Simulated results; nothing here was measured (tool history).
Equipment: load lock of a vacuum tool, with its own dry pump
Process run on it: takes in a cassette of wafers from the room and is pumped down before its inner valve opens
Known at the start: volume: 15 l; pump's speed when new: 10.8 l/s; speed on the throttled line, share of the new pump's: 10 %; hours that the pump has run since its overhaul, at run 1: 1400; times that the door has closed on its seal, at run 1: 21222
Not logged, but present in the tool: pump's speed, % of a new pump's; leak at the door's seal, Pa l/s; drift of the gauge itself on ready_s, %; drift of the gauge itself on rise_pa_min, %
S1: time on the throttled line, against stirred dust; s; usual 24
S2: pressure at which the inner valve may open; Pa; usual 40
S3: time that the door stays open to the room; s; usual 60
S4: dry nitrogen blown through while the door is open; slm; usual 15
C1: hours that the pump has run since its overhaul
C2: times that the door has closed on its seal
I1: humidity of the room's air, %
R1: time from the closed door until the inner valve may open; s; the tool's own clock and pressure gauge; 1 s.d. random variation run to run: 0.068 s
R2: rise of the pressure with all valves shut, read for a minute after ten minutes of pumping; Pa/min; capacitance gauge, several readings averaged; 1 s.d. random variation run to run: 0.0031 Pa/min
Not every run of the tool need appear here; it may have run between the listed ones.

run 1 day=0 | S1=24 S2=40 S3=60 S4=15 | C1=1400 C2=21222 | I1=42.3 | R1=32.49 R2=0.181
run 2 day=3.229 | S1=24 S2=40 S3=60 S4=15 | C1=1478 C2=21482 | I1=44.5 | R1=32.39 R2=0.197
run 3 day=7.721 | S1=24 S2=40 S3=60 S4=15 | C1=1585 C2=21843 | I1=44.3 | R1=32.44 R2=0.196
run 4 day=12.158 | S1=24 S2=40 S3=60 S4=15 | C1=1692 C2=22200 | I1=42.5 | R1=32.47 R2=0.187
run 5 day=15.438 | S1=24 S2=40 S3=60 S4=15 | C1=1771 C2=22464 | I1=42.6 | R1=32.53 R2=0.197
run 6 day=20.767 | S1=24 S2=40 S3=60 S4=15 | C1=1898 C2=22892 | I1=44.8 | R1=32.5 R2=0.204
run 7 day=24.421 | S1=24 S2=40 S3=60 S4=15 | C1=1986 C2=23186 | I1=42.2 | R1=32.47 R2=0.202
run 8 day=29.533 | S1=24 S2=40 S3=60 S4=15 | C1=2109 C2=23597 | I1=45.1 | R1=32.47 R2=0.206
run 9 day=33.85 | S1=24 S2=40 S3=60 S4=15 | C1=2212 C2=23944 | I1=47.2 | R1=32.51 R2=0.212
run 10 day=37.658 | S1=24 S2=40 S3=60 S4=15 | C1=2304 C2=24251 | I1=43.7 | R1=32.47 R2=0.21
run 11 day=43.667 | S1=24 S2=40 S3=60 S4=15 | C1=2448 C2=24734 | I1=44 | R1=32.57 R2=0.22
run 12 day=49.379 | S1=24 S2=40 S3=60 S4=15 | C1=2585 C2=25193 | I1=43.6 | R1=32.48 R2=0.214
run 13 day=52.379 | S1=24 S2=40 S3=30 S4=15 | C1=2657 C2=25435 | I1=44.6 | R1=32.51 R2=0.211
run 14 day=55.025 | S1=24 S2=40 S3=30 S4=15 | C1=2721 C2=25647 | I1=43.6 | R1=32.55 R2=0.212
run 15 day=59.992 | S1=24 S2=76 S3=60 S4=15 | C1=2840 C2=26047 | I1=41.5 | R1=31.66 R2=0.222
run 16 day=63.083 | S1=24 S2=76 S3=149 S4=15 | C1=2914 C2=26296 | I1=44.8 | R1=31.68 R2=0.252
run 17 day=66.004 | S1=24 S2=78 S3=149 S4=15 | C1=2984 C2=26530 | I1=42.1 | R1=31.57 R2=0.253
run 18 day=70.738 | S1=24 S2=78 S3=149 S4=15 | C1=3098 C2=26911 | I1=45 | R1=31.51 R2=0.256
run 19 day=76.667 | S1=24 S2=40 S3=60 S4=15 | C1=3240 C2=27388 | I1=43.8 | R1=32.52 R2=0.234
run 20 day=82.038 | S1=48 S2=40 S3=60 S4=9 | C1=3369 C2=27820 | I1=45.3 | R1=54.35 R2=0.253
run 21 day=86.5 | S1=48 S2=40 S3=60 S4=9 | C1=3476 C2=28179 | I1=45.4 | R1=54.09 R2=0.261
run 22 day=90.112 | S1=24 S2=40 S3=72 S4=21 | C1=3563 C2=28469 | I1=42.8 | R1=32.55 R2=0.248
run 23 day=93.258 | S1=24 S2=72 S3=175 S4=15 | C1=3638 C2=28722 | I1=46.9 | R1=31.75 R2=0.287
run 24 day=97.792 | S1=24 S2=29 S3=179 S4=15 | C1=3747 C2=29087 | I1=47 | R1=33.05 R2=0.289
run 25 day=103.808 | S1=24 S2=29 S3=179 S4=15 | C1=3892 C2=29571 | I1=47.7 | R1=33.07 R2=0.299
run 26 day=106.375 | S1=36 S2=60 S3=73 S4=8 | C1=3953 C2=29777 | I1=43.9 | R1=42.67 R2=0.286
run 27 day=112.158 | S1=39 S2=60 S3=73 S4=18 | C1=4092 C2=30242 | I1=41 | R1=45.41 R2=0.268
run 28 day=116.075 | S1=41 S2=60 S3=73 S4=18 | C1=4186 C2=30557 | I1=47.7 | R1=47.41 R2=0.282
run 29 day=118.933 | S1=41 S2=55 S3=218 S4=18 | C1=4254 C2=30787 | I1=44.5 | R1=47.43 R2=0.31
run 30 day=124.492 | S1=41 S2=42 S3=218 S4=18 | C1=4388 C2=31234 | I1=43.9 | R1=47.8 R2=0.301
run 31 day=130.746 | S1=41 S2=42 S3=218 S4=18 | C1=4538 C2=31737 | I1=44.7 | R1=47.84 R2=0.302
run 32 day=133.896 | S1=24 S2=40 S3=108 S4=15 | C1=4614 C2=31990 | I1=44.2 | R1=32.67 R2=0.299
run 33 day=136.679 | S1=24 S2=40 S3=30 S4=15 | C1=4680 C2=32214 | I1=44.6 | R1=32.58 R2=0.283
run 34 day=141.354 | S1=23 S2=40 S3=60 S4=4 | C1=4793 C2=32590 | I1=51 | R1=31.71 R2=0.324
run 35 day=145.912 | S1=23 S2=40 S3=60 S4=4 | C1=4902 C2=32957 | I1=45.5 | R1=31.74 R2=0.325
run 36 day=150.204 | S1=44 S2=52 S3=60 S4=39 | C1=5005 C2=33302 | I1=46.3 | R1=50.23 R2=0.286
run 37 day=156.158 | S1=32 S2=70 S3=27 S4=16 | C1=5148 C2=33781 | I1=43.6 | R1=39.09 R2=0.292
run 38 day=159.867 | S1=26 S2=70 S3=65 S4=16 | C1=5237 C2=34079 | I1=46.9 | R1=33.68 R2=0.314

The same runs without the tool's hidden state, with the same run-to-run variation:
run=1 R1=32.57 R2=0.067
run=2 R1=32.47 R2=0.081
run=3 R1=32.51 R2=0.078
run=4 R1=32.54 R2=0.066
run=5 R1=32.59 R2=0.073
run=6 R1=32.56 R2=0.076
run=7 R1=32.53 R2=0.073
run=8 R1=32.52 R2=0.073
run=9 R1=32.56 R2=0.076
run=10 R1=32.51 R2=0.071
run=11 R1=32.61 R2=0.075
run=12 R1=32.51 R2=0.066
run=13 R1=32.54 R2=0.061
run=14 R1=32.57 R2=0.059
run=15 R1=31.67 R2=0.069
run=16 R1=31.69 R2=0.093
run=17 R1=31.58 R2=0.091
run=18 R1=31.52 R2=0.091
run=19 R1=32.52 R2=0.066
run=20 R1=54.34 R2=0.08
run=21 R1=54.09 R2=0.083
run=22 R1=32.54 R2=0.066
run=23 R1=31.73 R2=0.104
run=24 R1=33.03 R2=0.102
run=25 R1=33.04 R2=0.107
run=26 R1=42.65 R2=0.088
run=27 R1=45.39 R2=0.069
run=28 R1=47.38 R2=0.081
run=29 R1=47.4 R2=0.104
run=30 R1=47.76 R2=0.094
run=31 R1=47.79 R2=0.091
run=32 R1=32.61 R2=0.083
run=33 R1=32.52 R2=0.063
run=34 R1=31.64 R2=0.102
run=35 R1=31.66 R2=0.095
run=36 R1=50.17 R2=0.053
run=37 R1=39.02 R2=0.059
run=38 R1=33.61 R2=0.077

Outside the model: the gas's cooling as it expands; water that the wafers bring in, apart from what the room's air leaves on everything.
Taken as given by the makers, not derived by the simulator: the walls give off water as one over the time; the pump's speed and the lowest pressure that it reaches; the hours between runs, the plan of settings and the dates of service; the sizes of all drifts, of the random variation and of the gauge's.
